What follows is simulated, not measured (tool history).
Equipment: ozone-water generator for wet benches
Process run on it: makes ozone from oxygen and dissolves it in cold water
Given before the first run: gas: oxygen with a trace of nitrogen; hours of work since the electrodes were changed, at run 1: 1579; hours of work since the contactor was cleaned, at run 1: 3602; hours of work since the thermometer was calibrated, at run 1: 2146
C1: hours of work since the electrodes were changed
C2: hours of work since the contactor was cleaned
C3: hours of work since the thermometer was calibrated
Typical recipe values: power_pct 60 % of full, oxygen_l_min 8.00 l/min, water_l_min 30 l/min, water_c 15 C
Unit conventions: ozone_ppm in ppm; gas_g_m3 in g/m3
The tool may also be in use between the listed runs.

{"run": 1, "hour": 0.0, "power_pct": 60, "oxygen_l_min": 8.0, "water_l_min": 30, "water_c": 15, "C1": 1579, "C2": 3602, "C3": 2146, "ozone_ppm": 24.3, "gas_g_m3": 188.7}
{"run": 2, "hour": 86.9, "power_pct": 60, "oxygen_l_min": 8.0, "water_l_min": 30, "water_c": 15, "C1": 1649, "C2": 3673, "C3": 2217, "ozone_ppm": 24.3, "gas_g_m3": 186.3}
{"run": 3, "hour": 141.1, "power_pct": 60, "oxygen_l_min": 8.0, "water_l_min": 30, "water_c": 15, "C1": 1694, "C2": 3717, "C3": 2262, "ozone_ppm": 24.3, "gas_g_m3": 186.8}
{"run": 4, "hour": 217.3, "power_pct": 74, "oxygen_l_min": 8.0, "water_l_min": 30, "water_c": 15, "C1": 1756, "C2": 3780, "C3": 2324, "ozone_ppm": 29.4, "gas_g_m3": 228.3}
{"run": 5, "hour": 296.6, "power_pct": 60, "oxygen_l_min": 8.0, "water_l_min": 23, "water_c": 15, "C1": 1821, "C2": 3844, "C3": 2389, "ozone_ppm": 29.5, "gas_g_m3": 187.7}
{"run": 6, "hour": 371.9, "power_pct": 60, "oxygen_l_min": 8.0, "water_l_min": 23, "water_c": 15, "C1": 1882, "C2": 3906, "C3": 2450, "ozone_ppm": 29.2, "gas_g_m3": 188.9}
{"run": 7, "hour": 437.7, "power_pct": 60, "oxygen_l_min": 8.0, "water_l_min": 23, "water_c": 15, "C1": 1936, "C2": 3960, "C3": 2504, "ozone_ppm": 29.3, "gas_g_m3": 187.4}
{"run": 8, "hour": 480.1, "power_pct": 60, "oxygen_l_min": 8.0, "water_l_min": 23, "water_c": 15, "C1": 1971, "C2": 3994, "C3": 2538, "ozone_ppm": 29.4, "gas_g_m3": 187.7}
{"run": 9, "hour": 567.4, "power_pct": 60, "oxygen_l_min": 8.0, "water_l_min": 21, "water_c": 15, "C1": 2042, "C2": 4066, "C3": 2610, "ozone_ppm": 31.2, "gas_g_m3": 188.6}
{"run": 10, "hour": 643.3, "power_pct": 60, "oxygen_l_min": 8.0, "water_l_min": 30, "water_c": 15, "C1": 2104, "C2": 4128, "C3": 2672, "ozone_ppm": 24.2, "gas_g_m3": 187.1}
{"run": 11, "hour": 697.0, "power_pct": 60, "oxygen_l_min": 5.69, "water_l_min": 30, "water_c": 15, "C1": 2148, "C2": 4171, "C3": 2715, "ozone_ppm": 22.9, "gas_g_m3": 216.3}
{"run": 12, "hour": 754.3, "power_pct": 60, "oxygen_l_min": 5.69, "water_l_min": 30, "water_c": 15, "C1": 2194, "C2": 4218, "C3": 2762, "ozone_ppm": 23.3, "gas_g_m3": 217.5}
{"run": 13, "hour": 819.7, "power_pct": 60, "oxygen_l_min": 5.69, "water_l_min": 30, "water_c": 15, "C1": 2248, "C2": 4272, "C3": 2816, "ozone_ppm": 23.0, "gas_g_m3": 217.6}
{"run": 14, "hour": 903.8, "power_pct": 60, "oxygen_l_min": 5.69, "water_l_min": 30, "water_c": 15, "C1": 2316, "C2": 4340, "C3": 2884, "ozone_ppm": 23.0, "gas_g_m3": 217.0}
{"run": 15, "hour": 974.0, "power_pct": 60, "oxygen_l_min": 8.0, "water_l_min": 30, "water_c": 15, "C1": 2374, "C2": 4398, "C3": 2942, "ozone_ppm": 24.2, "gas_g_m3": 187.5}
{"hour": 1040.6, "done": "contactor cleaned"}
{"run": 16, "hour": 1041.4, "power_pct": 60, "oxygen_l_min": 9.11, "water_l_min": 30, "water_c": 15, "C1": 2426, "C2": 1, "C3": 2993, "ozone_ppm": 24.9, "gas_g_m3": 178.8}
{"run": 17, "hour": 1086.6, "power_pct": 98, "oxygen_l_min": 4.1, "water_l_min": 37, "water_c": 10, "C1": 2462, "C2": 38, "C3": 3030, "ozone_ppm": 27.9, "gas_g_m3": 391.4}
{"run": 18, "hour": 1189.8, "power_pct": 98, "oxygen_l_min": 4.1, "water_l_min": 37, "water_c": 9, "C1": 2547, "C2": 122, "C3": 3114, "ozone_ppm": 28.0, "gas_g_m3": 387.0}
{"run": 19, "hour": 1261.3, "power_pct": 60, "oxygen_l_min": 8.0, "water_l_min": 30, "water_c": 13, "C1": 2605, "C2": 180, "C3": 3173, "ozone_ppm": 25.2, "gas_g_m3": 187.9}
{"run": 20, "hour": 1341.7, "power_pct": 79, "oxygen_l_min": 11.4, "water_l_min": 30, "water_c": 22, "C1": 2671, "C2": 246, "C3": 3239, "ozone_ppm": 28.5, "gas_g_m3": 206.5}
{"run": 21, "hour": 1404.9, "power_pct": 45, "oxygen_l_min": 4.43, "water_l_min": 46, "water_c": 11, "C1": 2722, "C2": 297, "C3": 3290, "ozone_ppm": 11.5, "gas_g_m3": 187.2}
{"run": 22, "hour": 1477.8, "power_pct": 64, "oxygen_l_min": 4.43, "water_l_min": 46, "water_c": 11, "C1": 2782, "C2": 357, "C3": 3350, "ozone_ppm": 15.7, "gas_g_m3": 254.5}
{"run": 23, "hour": 1544.1, "power_pct": 64, "oxygen_l_min": 4.43, "water_l_min": 46, "water_c": 11, "C1": 2836, "C2": 411, "C3": 3404, "ozone_ppm": 15.6, "gas_g_m3": 255.6}
{"run": 24, "hour": 1598.3, "power_pct": 75, "oxygen_l_min": 8.0, "water_l_min": 30, "water_c": 15, "C1": 2880, "C2": 455, "C3": 3448, "ozone_ppm": 29.6, "gas_g_m3": 227.1}
{"run": 25, "hour": 1651.9, "power_pct": 89, "oxygen_l_min": 7.4, "water_l_min": 43, "water_c": 21, "C1": 2924, "C2": 499, "C3": 3492, "ozone_ppm": 24.0, "gas_g_m3": 276.4}
{"run": 26, "hour": 1706.6, "power_pct": 89, "oxygen_l_min": 7.4, "water_l_min": 43, "water_c": 21, "C1": 2969, "C2": 544, "C3": 3536, "ozone_ppm": 23.9, "gas_g_m3": 274.8}
{"run": 27, "hour": 1780.7, "power_pct": 76, "oxygen_l_min": 5.43, "water_l_min": 27, "water_c": 11, "C1": 3029, "C2": 604, "C3": 3597, "ozone_ppm": 31.9, "gas_g_m3": 273.7}
{"run": 28, "hour": 1862.3, "power_pct": 76, "oxygen_l_min": 5.43, "water_l_min": 27, "water_c": 11, "C1": 3096, "C2": 671, "C3": 3664, "ozone_ppm": 32.2, "gas_g_m3": 273.1}
{"run": 29, "hour": 1949.1, "power_pct": 76, "oxygen_l_min": 5.43, "water_l_min": 27, "water_c": 11, "C1": 3167, "C2": 742, "C3": 3735, "ozone_ppm": 32.1, "gas_g_m3": 274.2}
{"run": 30, "hour": 1996.9, "power_pct": 76, "oxygen_l_min": 5.43, "water_l_min": 27, "water_c": 11, "C1": 3206, "C2": 781, "C3": 3774, "ozone_ppm": 31.8, "gas_g_m3": 273.8}
{"run": 31, "hour": 2043.7, "power_pct": 66, "oxygen_l_min": 8.0, "water_l_min": 23, "water_c": 9, "C1": 3244, "C2": 819, "C3": 3812, "ozone_ppm": 35.0, "gas_g_m3": 203.6}
{"run": 32, "hour": 2116.5, "power_pct": 83, "oxygen_l_min": 6.31, "water_l_min": 30, "water_c": 15, "C1": 3303, "C2": 878, "C3": 3871, "ozone_ppm": 31.4, "gas_g_m3": 279.6}

For each entry between runs, how does the tool's hidden state at the last listed run before it compare with that at the first listed run after it?
Logged between run 15 and run 16: contactor cleaned (hour 1040.6)
  contactor's efficiency, % of a clean one's: 99.8 -> 100
